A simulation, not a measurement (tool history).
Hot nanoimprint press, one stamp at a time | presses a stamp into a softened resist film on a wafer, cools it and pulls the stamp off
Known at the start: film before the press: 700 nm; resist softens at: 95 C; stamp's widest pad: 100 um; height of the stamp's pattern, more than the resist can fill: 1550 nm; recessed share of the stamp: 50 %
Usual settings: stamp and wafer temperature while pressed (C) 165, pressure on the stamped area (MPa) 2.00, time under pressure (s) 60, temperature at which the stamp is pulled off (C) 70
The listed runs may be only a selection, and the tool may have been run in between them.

run    hour  stamp and wafer temperature while pressed (C)  pressure on the stamped area (MPa)  time under pressure (s)  temperature at which the stamp is pulled off (C)  resist left under the stamp's widest pad (angstrom)  greatest force while the stamp is pulled off (N)
  1     0.0                                            165                                2.00                       60                                                70                                                 3153                                               239
       13.7  -- stamp cleaned and given a new release coat
  2    29.0                                            165                                2.00                       60                                                70                                                 3165                                               223
  3    54.1                                            165                                2.00                       60                                                70                                                 3179                                               221
       59.6  -- plate thermocouple calibrated
  4    89.1                                            165                                2.00                       60                                                70                                                 3138                                               225
  5   141.6                                            165                                2.00                       60                                                70                                                 3132                                               232
  6   198.4                                            165                                2.00                       70                                                70                                                 2956                                               236
      209.1  -- stamp cleaned and given a new release coat
  7   245.2                                            165                                2.08                       60                                                70                                                 3063                                               222
  8   285.4                                            165                                2.08                       60                                                70                                                 3054                                               225
      307.2  -- press's hydraulic seals changed and the load cell set to zero
  9   333.0                                            165                                2.83                       60                                                70                                                 2521                                               230
      353.8  -- plate thermocouple calibrated, once more
 10   384.8                                            165                                2.00                       60                                                70                                                 3207                                               236
      410.8  -- stamp cleaned and given a new release coat
 11   431.5                                            165                                2.00                       60                                                70                                                 3188                                               223
 12   463.8                                            165                                2.00                       60                                                70                                                 3200                                               233
 13   519.4                                            165                                2.00                       60                                                70                                                 3192                                               234
 14   571.7                                            165                                2.00                       60                                                70                                                 3177                                               240
      600.9  -- stamp cleaned and given a new release coat
 15   600.9                                            165                                2.00                       60                                                70                                                 3187                                               222
 16   649.1                                            163                                1.56                       91                                                70                                                 3394                                               231
 17   682.9                                            169                                3.18                       46                                                61                                                 2272                                               279
 18   720.0                                            165                                2.00                       52                                                65                                                 3333                                               268
 19   764.4                                            165                                2.00                      110                                                70                                                 2521                                               242
      792.4  -- stamp cleaned and given a new release coat
 20   820.4                                            176                                2.00                       84                                                69                                                 1616                                               231
 21   877.0                                            176                                1.59                       62                                                77                                                 2069                                               194
 22   913.0                                            176                                1.59                       62                                                77                                                 2050                                               194
 23   963.1                                            176                                1.59                       33                                                67                                                 2629                                               257
      982.6  -- stamp cleaned and given a new release coat
 24  1008.3                                            168                                1.59                       33                                                67                                                 3737                                               239
     1019.4  -- plate thermocouple calibrated
 25  1037.1                                            172                                2.00                       60                                                75                                                 2342                                               203
 26  1072.6                                            168                                1.58                       35                                                60                                                 3853                                               291
 27  1104.6                                            169                                2.05                       70                                                64                                                 2530                                               268
 28  1140.8                                            165                                1.51                       48                                                70                                                 4011                                               240
     1174.7  -- stamp cleaned and given a new release coat
 29  1174.7                                            165                                2.00                       36                                                66                                                 3907                                               248

3 ways to go on from here, each from the tool as it stands after run 29. What would each give?
  A  1205.8                                            165                                1.70                       76                                                66                                                    ?                                                 ?
  B  1205.8                                            165                                2.18                       30                                                70                                                    ?                                                 ?
  C  1205.8                                            165                                2.00                      102                                                70                                                    ?                                                 ?

run  resist left under the stamp's widest pad (angstrom)  greatest force while the stamp is pulled off (N)
  A                                                 3263                                               250
  B                                                 3990                                               230
  C                                                 2697                                               227
The same runs, with their run-to-run variation unchanged, on a tool lacking any hidden condition would have given:
run  resist left under the stamp's widest pad (angstrom)  greatest force while the stamp is pulled off (N)
  A                                                 3213                                               246
  B                                                 3922                                               227
  C                                                 2645                                               224

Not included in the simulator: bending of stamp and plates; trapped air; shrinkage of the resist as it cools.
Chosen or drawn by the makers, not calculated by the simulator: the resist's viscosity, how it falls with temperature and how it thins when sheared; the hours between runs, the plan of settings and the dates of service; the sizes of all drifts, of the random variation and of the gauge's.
